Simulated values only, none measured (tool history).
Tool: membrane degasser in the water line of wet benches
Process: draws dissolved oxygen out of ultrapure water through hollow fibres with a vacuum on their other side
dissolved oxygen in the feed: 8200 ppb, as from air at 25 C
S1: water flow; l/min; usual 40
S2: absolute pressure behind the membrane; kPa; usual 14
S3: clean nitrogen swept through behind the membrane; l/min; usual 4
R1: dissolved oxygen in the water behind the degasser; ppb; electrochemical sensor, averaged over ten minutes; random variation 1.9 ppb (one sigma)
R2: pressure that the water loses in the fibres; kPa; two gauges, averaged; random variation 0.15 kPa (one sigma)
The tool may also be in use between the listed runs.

Run 1, day 0: usual settings. Result: R1 300.2 ppb, R2 27.12 kPa.
Run 2, day 5.054: usual settings but S2 11.9 kPa. Result: R1 253.5 ppb, R2 27.41 kPa.
Run 3, day 10.271: usual settings. Result: R1 299.4 ppb, R2 27.43 kPa.
Run 4, day 16.579: usual settings but S3 5.16 l/min. Result: R1 248.7 ppb, R2 27.34 kPa.
Run 5, day 19.596: usual settings but S3 5.16 l/min. Result: R1 245.1 ppb, R2 27.79 kPa.
Run 6, day 23.4: usual settings but S3 5.16 l/min. Result: R1 249.9 ppb, R2 27.81 kPa.
Run 7, day 28.625: usual settings. Result: R1 296.2 ppb, R2 27.62 kPa.
Run 8, day 34.317: usual settings. Result: R1 301.8 ppb, R2 27.73 kPa.
Run 9, day 40.654: usual settings but S3 2.65 l/min. Result: R1 406.3 ppb, R2 27.75 kPa.
Run 10, day 45.479: usual settings but S2 20.4 kPa, S3 2.65 l/min. Result: R1 606.4 ppb, R2 27.89 kPa.
Run 11, day 50.842: usual settings but S1 32 l/min. Result: R1 228.1 ppb, R2 22.34 kPa.
Run 12, day 55.867: usual settings but S1 32 l/min. Result: R1 228.7 ppb, R2 22.25 kPa.
Run 13, day 62.338: usual settings but S1 32 l/min. Result: R1 227.2 ppb, R2 22.43 kPa.
Run 14, day 67.908: usual settings. Result: R1 300.7 ppb, R2 27.87 kPa.
Run 15, day 73.65: usual settings. Result: R1 298.4 ppb, R2 27.81 kPa.
Run 16, day 77.146: usual settings. Result: R1 296.8 ppb, R2 27.86 kPa.
Run 17, day 81.792: usual settings. Result: R1 301.3 ppb, R2 27.97 kPa.
Run 18, day 85.442: usual settings but S1 27 l/min, S3 5.07 l/min. Result: R1 154.1 ppb, R2 18.84 kPa.
Run 19, day 90.246: usual settings but S1 27 l/min, S3 5.07 l/min. Result: R1 152.8 ppb, R2 18.86 kPa.
Run 20, day 96.488: usual settings but S3 2.36 l/min. Result: R1 442.5 ppb, R2 28.09 kPa.
Run 21, day 101.804: usual settings but S3 2.36 l/min. Result: R1 445 ppb, R2 28.1 kPa.
Run 22, day 107.662: usual settings but S3 2.36 l/min. Result: R1 450.5 ppb, R2 28.24 kPa.
Run 23, day 112.333: usual settings but S1 50 l/min, S2 13.2 kPa, S3 6.4 l/min. Result: R1 275.3 ppb, R2 35.08 kPa.
At day 117.892: gauge calibrated.
Run 24, day 117.917: usual settings but S1 26 l/min, S2 13.2 kPa, S3 6.4 l/min. Result: R1 112.3 ppb, R2 17.98 kPa.
Run 25, day 122.075: usual settings but S1 41 l/min, S2 16.1 kPa. Result: R1 358.8 ppb, R2 27.99 kPa.
Run 26, day 124.946: usual settings but S1 41 l/min, S2 27.5 kPa. Result: R1 594.4 ppb, R2 28.12 kPa.
Run 27, day 130.383: usual settings but S1 41 l/min, S2 27.5 kPa. Result: R1 610.2 ppb, R2 28.19 kPa.
Run 28, day 133.275: usual settings but S1 43 l/min, S2 9.5 kPa, S3 7.22 l/min. Result: R1 155.3 ppb, R2 29.79 kPa.
Run 29, day 136.575: usual settings but S1 27 l/min, S2 15.3 kPa, S3 7.22 l/min. Result: R1 127.2 ppb, R2 18.61 kPa.
Run 30, day 142.046: usual settings but S1 27 l/min, S2 15.3 kPa, S3 7.22 l/min. Result: R1 125.9 ppb, R2 18.67 kPa.
Run 31, day 148.125: usual settings but S1 27 l/min, S2 15.3 kPa, S3 7.22 l/min. Result: R1 125.5 ppb, R2 18.44 kPa.
At day 153.371: seals of the vacuum lines changed.
Run 32, day 153.567: usual settings but S1 25 l/min, S2 33.3 kPa. Result: R1 444 ppb, R2 17.48 kPa.

Forecast each of these 4 alternatives for the next run:
Run A, day 158.154: usual settings but S1 34 l/min, S2 14.4 kPa, S3 2.77 l/min. Result: R1 ?, R2 ?.
Run B, day 158.154: usual settings but S1 48 l/min, S2 33.3 kPa, S3 4.28 l/min. Result: R1 ?, R2 ?.
Run C, day 158.154: usual settings but S1 53 l/min, S2 10.4 kPa. Result: R1 ?, R2 ?.
Run D, day 158.154: usual settings but S1 32 l/min, S2 8.6 kPa, S3 2.38 l/min. Result: R1 ?, R2 ?.

run     R1     R2
  A  345.4   23.7
  B  803.1  32.96
  C  317.9  36.77
  D  190.8  22.32
Without the tool's hidden state the same runs would have given:
run     R1     R2
  A  345.2  23.46
  B    803  32.61
  C  317.7  36.39
  D  190.7  22.09
